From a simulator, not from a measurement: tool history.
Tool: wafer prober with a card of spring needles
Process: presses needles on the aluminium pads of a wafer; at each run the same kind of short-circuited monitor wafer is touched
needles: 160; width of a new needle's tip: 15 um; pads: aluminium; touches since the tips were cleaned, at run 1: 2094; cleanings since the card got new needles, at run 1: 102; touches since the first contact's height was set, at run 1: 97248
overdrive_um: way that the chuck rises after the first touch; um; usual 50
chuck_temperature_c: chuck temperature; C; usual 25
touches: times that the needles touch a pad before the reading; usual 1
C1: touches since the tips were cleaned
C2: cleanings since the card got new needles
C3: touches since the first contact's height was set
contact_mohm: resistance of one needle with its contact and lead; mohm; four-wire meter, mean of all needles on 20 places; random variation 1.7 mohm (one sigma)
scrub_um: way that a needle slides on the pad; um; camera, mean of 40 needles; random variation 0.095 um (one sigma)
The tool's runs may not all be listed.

Run 1, hour 0: usual settings; C1 2094; C2 102; C3 97248. Result: contact_mohm 222 mohm, scrub_um 12.64 um.
At hour 8.7: tips cleaned on abrasive film.
At hour 24.6: tips cleaned on abrasive film.
Run 2, hour 35.2: usual settings; C1 3543; C2 104; C3 109004. Result: contact_mohm 233 mohm, scrub_um 12.71 um.
At hour 38.5: tips cleaned on abrasive film.
At hour 53.7: tips cleaned on abrasive film.
Run 3, hour 55.9: usual settings but chuck_temperature_c 98 C; C1 760; C2 106; C3 115914. Result: contact_mohm 206 mohm, scrub_um 12.68 um.
At hour 68.2: tips cleaned on abrasive film.
At hour 83.9: tips cleaned on abrasive film.
Run 4, hour 94.4: usual settings but chuck_temperature_c 98 C; C1 3511; C2 108; C3 128758. Result: contact_mohm 242 mohm, scrub_um 12.66 um.
At hour 97.8: tips cleaned on abrasive film.
At hour 113.3: tips cleaned on abrasive film.
Run 5, hour 125.6: usual settings; C1 4124; C2 110; C3 139177. Result: contact_mohm 244 mohm, scrub_um 12.47 um.
At hour 127.9: tips cleaned on abrasive film.
At hour 143: tips cleaned on abrasive film.
At hour 143.3: height of the first contact set anew.
At hour 157.3: tips cleaned on abrasive film.
Run 6, hour 169: usual settings; C1 3952; C2 113; C3 8593. Result: contact_mohm 237 mohm, scrub_um 13.1 um.
At hour 172.5: tips cleaned on abrasive film.
At hour 187.4: tips cleaned on abrasive film.
Run 7, hour 187.4: usual settings; C1 0; C2 115; C3 14712. Result: contact_mohm 175 mohm, scrub_um 12.87 um.
At hour 203.2: tips cleaned on abrasive film.
At hour 219.4: tips cleaned on abrasive film.
Run 8, hour 223.7: usual settings; C1 1457; C2 117; C3 26838. Result: contact_mohm 205 mohm, scrub_um 13.01 um.
At hour 233.2: tips cleaned on abrasive film.
At hour 248.6: tips cleaned on abrasive film.
Run 9, hour 251.2: usual settings; C1 879; C2 119; C3 36000. Result: contact_mohm 198 mohm, scrub_um 12.83 um.
At hour 262.6: tips cleaned on abrasive film.
Run 10, hour 275.5: usual settings but chuck_temperature_c 28 C; C1 4340; C2 120; C3 44133. Result: contact_mohm 242 mohm, scrub_um 13.07 um.
At hour 278.9: tips cleaned on abrasive film.
At hour 294.1: tips cleaned on abrasive film.
Run 11, hour 300: usual settings but chuck_temperature_c 28 C; C1 1974; C2 122; C3 52302. Result: contact_mohm 222 mohm, scrub_um 13.06 um.
At hour 308.9: tips cleaned on abrasive film.
Run 12, hour 319.6: usual settings but chuck_temperature_c 28 C; C1 3590; C2 123; C3 58860. Result: contact_mohm 236 mohm, scrub_um 12.92 um.
At hour 323.1: tips cleaned on abrasive film.
At hour 338.9: tips cleaned on abrasive film.
Run 13, hour 346.5: usual settings but overdrive_um 30 um; C1 2554; C2 125; C3 67834. Result: contact_mohm 327 mohm, scrub_um 7.55 um.
At hour 355.2: tips cleaned on abrasive film.
At hour 370.6: tips cleaned on abrasive film.
At hour 385.9: tips cleaned on abrasive film.
Run 14, hour 390.8: usual settings but touches 2; C1 1653; C2 128; C3 82619. Result: contact_mohm 195 mohm, scrub_um 12.64 um.
At hour 402: tips cleaned on abrasive film.
At hour 417.9: tips cleaned on abrasive film.
Run 15, hour 418.7: usual settings but touches 2; C1 244; C2 130; C3 91922. Result: contact_mohm 179 mohm, scrub_um 12.63 um.
At hour 432.9: tips cleaned on abrasive film.
At hour 447.2: tips cleaned on abrasive film.
Run 16, hour 454.6: usual settings but touches 2; C1 2499; C2 132; C3 103941. Result: contact_mohm 200 mohm, scrub_um 12.75 um.
At hour 462: tips cleaned on abrasive film.
At hour 478: tips cleaned on abrasive film.
Run 17, hour 479.6: usual settings but overdrive_um 49 um, chuck_temperature_c 50 C; C1 518; C2 134; C3 112258. Result: contact_mohm 195 mohm, scrub_um 12.53 um.
At hour 495: tips cleaned on abrasive film.
Run 18, hour 498: usual settings but overdrive_um 49 um, chuck_temperature_c 50 C; C1 1027; C2 135; C3 118418. Result: contact_mohm 215 mohm, scrub_um 12.32 um.
At hour 510.6: tips cleaned on abrasive film.
Run 19, hour 523: usual settings but overdrive_um 61 um, chuck_temperature_c 51 C, touches 3; C1 4190; C2 136; C3 126795. Result: contact_mohm 193 mohm, scrub_um 15.35 um.
At hour 526.1: tips cleaned on abrasive film.
At hour 541.5: tips cleaned on abrasive film.
At hour 557: tips cleaned on abrasive film.
Run 20, hour 557: usual settings but overdrive_um 46 um, touches 2; C1 0; C2 139; C3 138119. Result: contact_mohm 182 mohm, scrub_um 11.67 um.
At hour 572.3: tips cleaned on abrasive film.
At hour 578.7: height of the first contact set anew.
Run 21, hour 578.7: usual settings but chuck_temperature_c 69 C; C1 2053; C2 140; C3 0. Result: contact_mohm 224 mohm, scrub_um 13.1 um.
At hour 588: tips cleaned on abrasive film.
Run 22, hour 597.2: usual settings but chuck_temperature_c 69 C; C1 3079; C2 141; C3 6169. Result: contact_mohm 238 mohm, scrub_um 13.15 um.
At hour 603.3: tips cleaned on abrasive film.
At hour 618.5: tips cleaned on abrasive film.
Run 23, hour 626.7: usual settings but chuck_temperature_c 69 C; C1 2783; C2 143; C3 16033. Result: contact_mohm 234 mohm, scrub_um 12.89 um.
At hour 633.6: tips cleaned on abrasive film.
At hour 648.7: tips cleaned on abrasive film.
Run 24, hour 657.6: usual settings but chuck_temperature_c 48 C; C1 2993; C2 145; C3 26327. Result: contact_mohm 239 mohm, scrub_um 13.15 um.
At hour 663: tips cleaned on abrasive film.
At hour 677.9: tips cleaned on abrasive film.
Run 25, hour 684.8: usual settings but chuck_temperature_c 48 C; C1 2301; C2 147; C3 35397. Result: contact_mohm 224 mohm, scrub_um 12.96 um.
At hour 694.4: tips cleaned on abrasive film.
At hour 710.7: tips cleaned on abrasive film.
At hour 725.1: tips cleaned on abrasive film.
Run 26, hour 727.9: usual settings but overdrive_um 42 um, chuck_temperature_c 48 C, touches 2; C1 954; C2 150; C3 49805. Result: contact_mohm 205 mohm, scrub_um 10.85 um.
At hour 741.2: tips cleaned on abrasive film.
At hour 755.3: tips cleaned on abrasive film.
Run 27, hour 756.6: usual settings but overdrive_um 42 um, chuck_temperature_c 48 C, touches 2; C1 453; C2 152; C3 59372. Result: contact_mohm 194 mohm, scrub_um 10.65 um.
At hour 770.6: tips cleaned on abrasive film.
At hour 787.6: tips cleaned on abrasive film.
Run 28, hour 789.3: usual settings but overdrive_um 62 um, chuck_temperature_c 49 C, touches 2; C1 567; C2 154; C3 70288. Result: contact_mohm 185 mohm, scrub_um 15.96 um.
At hour 803.5: tips cleaned on abrasive film.
Run 29, hour 814.4: usual settings but overdrive_um 62 um, chuck_temperature_c 49 C, touches 2; C1 3660; C2 155; C3 78680. Result: contact_mohm 199 mohm, scrub_um 16.14 um.
At hour 817.8: tips cleaned on abrasive film.
At hour 833.6: tips cleaned on abrasive film.
At hour 850: tips cleaned on abrasive film.
Run 30, hour 851.6: usual settings but overdrive_um 47 um, chuck_temperature_c 73 C, touches 2; C1 519; C2 158; C3 91088. Result: contact_mohm 192 mohm, scrub_um 12.03 um.

Some steps in contact_mohm between neighbouring runs. How much of each would the tool show without its hidden state too (settings, what came in, random variation), and how much is left for the hidden state, with any gauge scatter that isn't in both results?
The hidden state here: debris on the tips, nm; way that the needles fall short of the set height, um; tips' diameter, um; drift of the gauge itself on contact_mohm, %; drift of the gauge itself on scrub_um, %.
Run 6 -> 7: tips cleaned on abrasive film, tips cleaned on abrasive film. contact_mohm -62 mohm: hidden state -61, all else -1.
Run 12 -> 13: overdrive_um 50 -> 30, chuck_temperature_c 28 -> 25, tips cleaned on abrasive film, tips cleaned on abrasive film. contact_mohm +91 mohm: hidden state +85, all else +6.
Run 13 -> 14: overdrive_um 30 -> 50, touches 1 -> 2, tips cleaned on abrasive film, tips cleaned on abrasive film, tips cleaned on abrasive film. contact_mohm -132 mohm: hidden state -124, all else -8.
